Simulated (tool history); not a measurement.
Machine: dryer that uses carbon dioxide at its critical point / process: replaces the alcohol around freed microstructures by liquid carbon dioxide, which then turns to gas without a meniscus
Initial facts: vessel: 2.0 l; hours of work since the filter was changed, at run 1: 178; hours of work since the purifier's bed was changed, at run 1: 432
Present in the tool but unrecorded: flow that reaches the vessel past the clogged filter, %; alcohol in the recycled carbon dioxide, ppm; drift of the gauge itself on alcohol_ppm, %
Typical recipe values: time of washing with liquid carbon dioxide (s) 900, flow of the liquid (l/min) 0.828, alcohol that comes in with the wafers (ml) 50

run    hour  time of washing with liquid carbon dioxide (s)  flow of the liquid (l/min)  alcohol that comes in with the wafers (ml)  hours of work since the filter was changed  hours of work since the purifier's bed was changed  alcohol left in the vessel before it's heated (ppm by volume)
  1     0.0                                             900                       0.828                                          50                                         178                                                 432                                                            211
  2    15.6                                             900                       1.264                                          50                                         184                                                 438                                                             67
  3    41.3                                             900                       1.264                                          50                                         193                                                 447                                                             63
  4    56.9                                             900                       1.264                                          50                                         199                                                 452                                                             60
  5    73.7                                             900                       1.384                                          50                                         205                                                 458                                                             59
  6   100.7                                             900                       1.384                                          50                                         214                                                 468                                                             60
  7   127.7                                             900                       1.171                                          50                                         224                                                 477                                                             76
  8   143.3                                             900                       1.171                                          50                                         229                                                 483                                                             84
      156.2  -- inlet filter changed
  9   172.0                                             900                       0.828                                          50                                           6                                                 493                                                            128
 10   192.1                                             900                       0.828                                          50                                          13                                                 500                                                            135
 11   218.0                                             900                       0.828                                          50                                          22                                                 509                                                            141
 12   237.6                                             900                       0.828                                          50                                          29                                                 516                                                            136
 13   257.7                                             900                       0.828                                          50                                          36                                                 523                                                            146
 14   278.6                                             900                       0.828                                         102                                          43                                                 530                                                            229
 15   301.1                                             720                       0.828                                         102                                          51                                                 538                                                            626
 16   319.2                                            1380                       0.828                                          50                                          58                                                 545                                                             71
 17   337.0                                            1380                       0.828                                          50                                          64                                                 551                                                             56
 18   367.7                                             600                       0.828                                          50                                          75                                                 562                                                            681
 19   402.2                                             600                       0.828                                          50                                          87                                                 574                                                            697
 20   423.7                                             600                       0.828                                          50                                          95                                                 582                                                            729
 21   454.0                                             600                       0.828                                          50                                         105                                                 592                                                            750
 22   478.6                                             900                       0.828                                          50                                         114                                                 601                                                            180
 23   499.6                                             900                       1.262                                          50                                         122                                                 609                                                             71
 24   532.5                                             600                       0.504                                          50                                         133                                                 620                                                           2843
 25   559.7                                             900                       0.828                                          30                                         143                                                 630                                                            144
 26   574.6                                            1020                       1.312                                          50                                         148                                                 635                                                             74
 27   594.9                                             900                       0.683                                          57                                         155                                                 642                                                            442
 28   623.3                                             900                       0.683                                          57                                         165                                                 652                                                            439
 29   642.6                                             540                       0.683                                          46                                         172                                                 659                                                           1839
 30   673.5                                             540                       1.299                                          70                                         183                                                 670                                                            368
 31   702.1                                             540                       1.299                                          57                                         193                                                 680                                                            339
 32   728.5                                             540                       0.828                                          50                                         203                                                 690                                                           1254
 33   752.8                                             780                       0.807                                          37                                         211                                                 698                                                            341
 34   774.5                                             660                       0.828                                          21                                         219                                                 706                                                            340
 35   802.1                                             660                       0.828                                          21                                         229                                                 716                                                            354
      816.3  -- inlet filter changed
 36   828.6                                             660                       0.828                                          21                                           4                                                 725                                                            221
 37   854.5                                             600                       0.673                                          46                                          14                                                 734                                                           1083
 38   875.5                                             900                       0.815                                          55                                          21                                                 741                                                            172
 39   892.0                                             600                       0.520                                          26                                          27                                                 747                                                           1222
 40   912.5                                             600                       0.520                                          26                                          34                                                 754                                                           1211
 41   928.2                                             840                       1.355                                          44                                          40                                                 760                                                             90
 42   949.2                                             840                       1.355                                          44                                          47                                                 767                                                             79
 43   964.0                                             840                       1.355                                          44                                          52                                                 773                                                             80
 44   990.9                                             900                       1.038                                          32                                          62                                                 782                                                             97
 45  1017.5                                            1020                       1.104                                          32                                          71                                                 792                                                             87

3 options for the next run, each taken on its own from the tool as it stands now. Forecast them:
  A  1052.3                                             780                       0.604                                         109                                          84                                                 804                                                              ?
  B  1052.3                                            1020                       0.684                                          67                                          84                                                 804                                                              ?
  C  1052.3                                             900                       0.916                                          50                                          84                                                 804                                                              ?

run  alcohol left in the vessel before it's heated (ppm by volume)
  A                                                           1735
  B                                                            270
  C                                                            149
Had the tool no hidden state, the same runs would have come out as:
run  alcohol left in the vessel before it's heated (ppm by volume)
  A                                                           1356
  B                                                            146
  C                                                             54

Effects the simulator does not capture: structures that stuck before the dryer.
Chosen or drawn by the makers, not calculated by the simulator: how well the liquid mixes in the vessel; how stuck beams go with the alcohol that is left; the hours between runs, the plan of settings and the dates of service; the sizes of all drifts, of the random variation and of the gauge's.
